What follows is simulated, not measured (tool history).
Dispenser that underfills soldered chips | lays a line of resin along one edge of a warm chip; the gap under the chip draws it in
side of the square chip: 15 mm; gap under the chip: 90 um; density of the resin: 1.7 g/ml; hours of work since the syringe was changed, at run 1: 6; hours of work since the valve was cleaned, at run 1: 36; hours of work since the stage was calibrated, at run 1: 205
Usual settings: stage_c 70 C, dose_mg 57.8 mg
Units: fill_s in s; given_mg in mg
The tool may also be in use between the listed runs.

run	hour	stage_c	dose_mg	hours of work since the syringe was changed	hours of work since the valve was cleaned	hours of work since the stage was calibrated	fill_s	given_mg
1	0.0	70	57.8	6	36	205	109.5	56.40
# hour 4.2: new syringe of resin
2	5.8	70	57.8	1	40	209	78.4	56.46
3	13.2	70	57.8	6	45	214	116.5	56.02
# hour 16.2: dispensing valve cleaned and set on the balance
# hour 17.5: new syringe of resin
4	20.9	70	57.8	3	3	219	84.7	56.98
5	28.2	70	57.8	8	8	224	126.1	57.26
# hour 30.1: new syringe of resin
6	34.5	70	57.8	3	13	228	91.3	57.30
# hour 42.7: new syringe of resin
7	42.7	70	57.8	0	18	234	71.9	56.90
8	49.2	70	57.8	5	23	239	102.1	56.57
# hour 55.6: new syringe of resin
9	58.8	70	73.1	2	30	245	84.5	71.57
10	65.1	70	53.8	7	34	250	120.3	52.17
# hour 67.8: new syringe of resin
11	70.0	70	57.8	2	38	253	80.0	56.13
# hour 80.2: new syringe of resin
12	80.2	70	57.8	0	45	260	73.1	55.73

Run 13 comes next. What will it give?
# hour 84.1: dispensing valve cleaned and set on the balance
13	91.4	70	57.8	7	5	268	?	?

{"run 13": {"fill_s": 124.9, "given_mg": 57.58}}
Without the tool's hidden state the same run would have given fill_s 76.3 s, given_mg 57.55 mg.

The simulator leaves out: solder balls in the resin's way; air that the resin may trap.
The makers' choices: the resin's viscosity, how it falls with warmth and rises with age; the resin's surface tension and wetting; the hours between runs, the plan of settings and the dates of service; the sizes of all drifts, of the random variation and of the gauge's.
